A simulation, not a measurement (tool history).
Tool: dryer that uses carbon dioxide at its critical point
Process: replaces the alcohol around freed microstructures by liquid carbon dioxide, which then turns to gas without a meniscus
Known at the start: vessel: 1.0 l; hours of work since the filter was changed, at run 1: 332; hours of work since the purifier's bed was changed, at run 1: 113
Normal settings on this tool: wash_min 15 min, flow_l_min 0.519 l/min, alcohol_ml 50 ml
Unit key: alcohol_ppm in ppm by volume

| run | hour | wash_min | flow_l_min | alcohol_ml | hours of work since the filter was changed | hours of work since the purifier's bed was changed | alcohol_ppm |
|---|---|---|---|---|---|---|---|
| 1 | 0.0 | 15 | 0.519 | 50 | 332 | 113 | 83 |
| 2 | 7.6 | 15 | 0.519 | 50 | 335 | 116 | 89 |
| 3 | 14.8 | 15 | 0.519 | 50 | 338 | 119 | 90 |
| 4 | 23.1 | 15 | 0.519 | 50 | 341 | 122 | 92 |
| 5 | 29.1 | 15 | 0.519 | 50 | 344 | 125 | 106 |
| 6 | 36.0 | 15 | 0.519 | 50 | 346 | 128 | 98 |
| 7 | 43.1 | 15 | 0.519 | 50 | 349 | 130 | 92 |
| 8 | 48.9 | 15 | 0.519 | 50 | 352 | 133 | 99 |
| 9 | 58.3 | 15 | 0.519 | 50 | 355 | 137 | 99 |
| 10 | 63.0 | 15 | 0.519 | 50 | 357 | 138 | 100 |
| 11 | 67.0 | 15 | 0.519 | 50 | 359 | 140 | 103 |
| 12 | 73.9 | 15 | 0.519 | 50 | 362 | 143 | 100 |
| 13 | 80.1 | 15 | 0.519 | 42 | 364 | 145 | 94 |
| 14 | 86.2 | 15 | 0.519 | 42 | 367 | 148 | 88 |
| 15 | 90.7 | 15 | 0.519 | 38 | 368 | 150 | 76 |
| 16 | 95.0 | 15 | 0.558 | 50 | 370 | 151 | 75 |
| 17 | 100.3 | 15 | 0.558 | 50 | 372 | 154 | 72 |
| 18 | 106.5 | 15 | 0.558 | 70 | 375 | 156 | 90 |
| 19 | 113.6 | 15 | 0.519 | 91 | 378 | 159 | 173 |
| 20 | 122.2 | 15 | 0.519 | 91 | 381 | 162 | 177 |
| 21 | 128.9 | 15 | 0.569 | 50 | 384 | 165 | 74 |
| 22 | 133.3 | 15 | 0.569 | 50 | 386 | 167 | 77 |
| 23 | 139.5 | 15 | 0.588 | 50 | 388 | 169 | 51 |
| 24 | 145.7 | 15 | 0.588 | 50 | 391 | 172 | 63 |
| 25 | 153.6 | 15 | 0.588 | 50 | 394 | 175 | 59 |
| 26 | 161.9 | 14 | 0.346 | 108 | 397 | 178 | 2218 |
| 27 | 166.8 | 14 | 0.346 | 108 | 399 | 180 | 2276 |
| 28 | 175.4 | 14 | 0.346 | 108 | 403 | 184 | 2259 |
| 29 | 184.4 | 22 | 0.644 | 112 | 406 | 187 | 29 |
| 30 | 188.7 | 22 | 0.644 | 112 | 408 | 189 | 25 |
| 31 | 193.3 | 22 | 0.644 | 112 | 410 | 191 | 29 |
| 32 | 199.0 | 23 | 0.644 | 30 | 412 | 193 | 24 |
| 33 | 207.1 | 23 | 0.644 | 30 | 415 | 197 | 29 |
| 34 | 212.9 | 23 | 0.644 | 30 | 418 | 199 | 32 |
| 35 | 221.4 | 9 | 0.504 | 25 | 421 | 202 | 668 |
| 36 | 228.1 | 10 | 0.438 | 38 | 424 | 205 | 1132 |
| 37 | 235.8 | 14 | 0.695 | 50 | 427 | 208 | 50 |
| 38 | 245.3 | 14 | 0.695 | 50 | 431 | 212 | 53 |
| 39 | 250.8 | 21 | 0.519 | 50 | 433 | 214 | 41 |
| 40 | 259.3 | 9 | 0.463 | 113 | 437 | 218 | 3984 |
| 41 | 267.2 | 9 | 0.325 | 97 | 440 | 221 | 9830 |
| 42 | 274.9 | 10 | 0.389 | 50 | 443 | 224 | 2268 |
| 43 | 279.0 | 11 | 0.519 | 50 | 444 | 226 | 528 |
| 44 | 286.2 | 11 | 0.519 | 50 | 447 | 229 | 549 |
| 45 | 291.6 | 11 | 0.519 | 50 | 450 | 231 | 541 |
| 46 | 296.3 | 17 | 0.472 | 50 | 451 | 233 | 121 |
| 47 | 300.7 | 17 | 0.472 | 50 | 453 | 234 | 125 |
| 48 | 308.4 | 15 | 0.628 | 118 | 456 | 238 | 85 |

The logged runs with the hidden state left out (each run's random variation unchanged):
Hidden state at play: flow that reaches the vessel past the clogged filter, %; alcohol in the recycled carbon dioxide, ppm; drift of the gauge itself on alcohol_ppm, %.
| run | alcohol_ppm |
|---|---|
| 1 | 29 |
| 2 | 30 |
| 3 | 32 |
| 4 | 33 |
| 5 | 46 |
| 6 | 38 |
| 7 | 30 |
| 8 | 38 |
| 9 | 36 |
| 10 | 36 |
| 11 | 37 |
| 12 | 34 |
| 13 | 36 |
| 14 | 29 |
| 15 | 19 |
| 16 | 26 |
| 17 | 21 |
| 18 | 26 |
| 19 | 61 |
| 20 | 67 |
| 21 | 24 |
| 22 | 26 |
| 23 | 5 |
| 24 | 18 |
| 25 | 11 |
| 26 | 1199 |
| 27 | 1223 |
| 28 | 1209 |
| 29 | 2 |
| 30 | 0 |
| 31 | 2 |
| 32 | 0 |
| 33 | 2 |
| 34 | 3 |
| 35 | 350 |
| 36 | 611 |
| 37 | 8 |
| 38 | 13 |
| 39 | 5 |
| 40 | 2205 |
| 41 | 6540 |
| 42 | 1295 |
| 43 | 214 |
| 44 | 233 |
| 45 | 223 |
| 46 | 32 |
| 47 | 37 |
| 48 | 10 |
